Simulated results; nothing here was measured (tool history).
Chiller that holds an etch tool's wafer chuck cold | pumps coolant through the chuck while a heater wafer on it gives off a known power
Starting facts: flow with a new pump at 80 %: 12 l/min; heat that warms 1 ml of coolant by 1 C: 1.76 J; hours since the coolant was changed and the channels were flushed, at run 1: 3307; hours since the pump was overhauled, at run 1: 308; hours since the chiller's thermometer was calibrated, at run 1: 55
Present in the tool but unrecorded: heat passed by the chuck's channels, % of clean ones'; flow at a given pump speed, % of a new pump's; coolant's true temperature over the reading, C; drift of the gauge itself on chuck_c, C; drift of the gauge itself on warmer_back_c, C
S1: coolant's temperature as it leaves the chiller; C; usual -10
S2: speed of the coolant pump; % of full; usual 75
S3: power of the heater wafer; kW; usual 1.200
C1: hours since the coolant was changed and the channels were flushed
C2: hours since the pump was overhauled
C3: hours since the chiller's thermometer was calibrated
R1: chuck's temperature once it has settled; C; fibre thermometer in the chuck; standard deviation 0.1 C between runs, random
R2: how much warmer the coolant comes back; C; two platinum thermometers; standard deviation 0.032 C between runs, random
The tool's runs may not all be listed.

run 1 hour=0.0 | S1=-10 S2=75 S3=1.200 | C1=3307 C2=308 C3=55 | R1=5.1 R2=3.64
run 2 hour=53.0 | S1=-10 S2=76 S3=1.200 | C1=3360 C2=361 C3=109 | R1=4.8 R2=3.58
run 3 hour=113.0 | S1=-10 S2=76 S3=1.200 | C1=3420 C2=421 C3=168 | R1=4.8 R2=3.56
run 4 hour=183.3 | S1=-10 S2=76 S3=1.200 | C1=3490 C2=491 C3=239 | R1=4.8 R2=3.65
run 5 hour=223.4 | S1=-11 S2=75 S3=1.200 | C1=3530 C2=531 C3=279 | R1=4.1 R2=3.66
run 6 hour=273.1 | S1=-6 S2=75 S3=1.200 | C1=3580 C2=581 C3=329 | R1=9.1 R2=3.66
run 7 hour=313.3 | S1=-6 S2=75 S3=1.200 | C1=3620 C2=621 C3=369 | R1=8.8 R2=3.70
run 8 hour=369.1 | S1=-10 S2=79 S3=1.200 | C1=3676 C2=677 C3=425 | R1=4.7 R2=3.47
run 9 hour=411.8 | S1=-10 S2=79 S3=1.200 | C1=3718 C2=719 C3=467 | R1=4.6 R2=3.52
run 10 hour=448.1 | S1=-10 S2=79 S3=1.200 | C1=3755 C2=756 C3=504 | R1=4.7 R2=3.55
run 11 hour=483.1 | S1=-10 S2=79 S3=1.200 | C1=3790 C2=791 C3=539 | R1=4.6 R2=3.59
-- hour=491.4 chiller's thermometer calibrated
run 12 hour=533.8 | S1=-10 S2=79 S3=1.200 | C1=3839 C2=840 C3=42 | R1=4.6 R2=3.49
run 13 hour=610.1 | S1=-10 S2=79 S3=1.200 | C1=3916 C2=917 C3=119 | R1=4.6 R2=3.58
-- hour=638.0 coolant changed, channels flushed
run 14 hour=656.0 | S1=-10 S2=79 S3=1.200 | C1=18 C2=957 C3=159 | R1=3.8 R2=3.54
run 15 hour=700.5 | S1=-10 S2=75 S3=1.741 | C1=62 C2=1001 C3=203 | R1=10.8 R2=5.44
run 16 hour=759.5 | S1=-10 S2=75 S3=1.200 | C1=121 C2=1060 C3=262 | R1=4.5 R2=3.79
-- hour=775.6 chiller's thermometer calibrated, once more
run 17 hour=823.0 | S1=-10 S2=75 S3=1.200 | C1=184 C2=1123 C3=47 | R1=4.5 R2=3.72
run 18 hour=872.6 | S1=-6 S2=80 S3=0.853 | C1=234 C2=1172 C3=97 | R1=3.9 R2=2.51
run 19 hour=944.4 | S1=-13 S2=83 S3=0.608 | C1=305 C2=1244 C3=169 | R1=-6.3 R2=1.75
run 20 hour=1007.4 | S1=-4 S2=69 S3=1.050 | C1=368 C2=1307 C3=232 | R1=9.7 R2=3.53
run 21 hour=1072.2 | S1=-14 S2=72 S3=0.713 | C1=433 C2=1372 C3=297 | R1=-5.2 R2=2.29
run 22 hour=1105.9 | S1=-8 S2=72 S3=0.713 | C1=467 C2=1405 C3=330 | R1=1.0 R2=2.33
run 23 hour=1146.8 | S1=-5 S2=73 S3=1.146 | C1=508 C2=1446 C3=371 | R1=9.2 R2=3.73
run 24 hour=1222.3 | S1=-5 S2=73 S3=1.146 | C1=583 C2=1522 C3=447 | R1=9.2 R2=3.69
run 25 hour=1300.8 | S1=-18 S2=85 S3=0.626 | C1=662 C2=1600 C3=525 | R1=-10.7 R2=1.75
run 26 hour=1359.7 | S1=-4 S2=75 S3=1.200 | C1=721 C2=1659 C3=584 | R1=10.6 R2=3.77
run 27 hour=1410.6 | S1=-4 S2=64 S3=1.200 | C1=772 C2=1710 C3=635 | R1=12.4 R2=4.36
run 28 hour=1460.8 | S1=-6 S2=69 S3=1.200 | C1=822 C2=1760 C3=685 | R1=9.6 R2=4.12
run 29 hour=1511.9 | S1=-10 S2=67 S3=0.621 | C1=873 C2=1811 C3=736 | R1=-1.6 R2=2.19
run 30 hour=1559.5 | S1=-10 S2=67 S3=0.621 | C1=920 C2=1859 C3=784 | R1=-1.8 R2=2.21
run 31 hour=1605.1 | S1=-8 S2=83 S3=1.060 | C1=966 C2=1905 C3=829 | R1=4.1 R2=3.02
run 32 hour=1637.1 | S1=-8 S2=83 S3=1.060 | C1=998 C2=1937 C3=862 | R1=4.2 R2=3.03
run 33 hour=1675.8 | S1=-3 S2=98 S3=1.604 | C1=1037 C2=1975 C3=900 | R1=13.5 R2=3.89

Branching from run 33: 3 alternative next runs. What would each branch give?
run A hour=1742.3 | S1=-8 S2=63 S3=1.200 | C1=1103 C2=2042 C3=967 | R1=? R2=?
run B hour=1742.3 | S1=-10 S2=77 S3=1.200 | C1=1103 C2=2042 C3=967 | R1=? R2=?
run C hour=1742.3 | S1=-10 S2=75 S3=0.833 | C1=1103 C2=2042 C3=967 | R1=? R2=?

run=A R1=8.9 R2=4.51
run=B R1=4.5 R2=3.75
run=C R1=0.3 R2=2.68
Stripped of hidden state, with their random variation kept, the same runs would have yielded:
run=A R1=8.0 R2=4.27
run=B R1=3.8 R2=3.55
run=C R1=-0.3 R2=2.54

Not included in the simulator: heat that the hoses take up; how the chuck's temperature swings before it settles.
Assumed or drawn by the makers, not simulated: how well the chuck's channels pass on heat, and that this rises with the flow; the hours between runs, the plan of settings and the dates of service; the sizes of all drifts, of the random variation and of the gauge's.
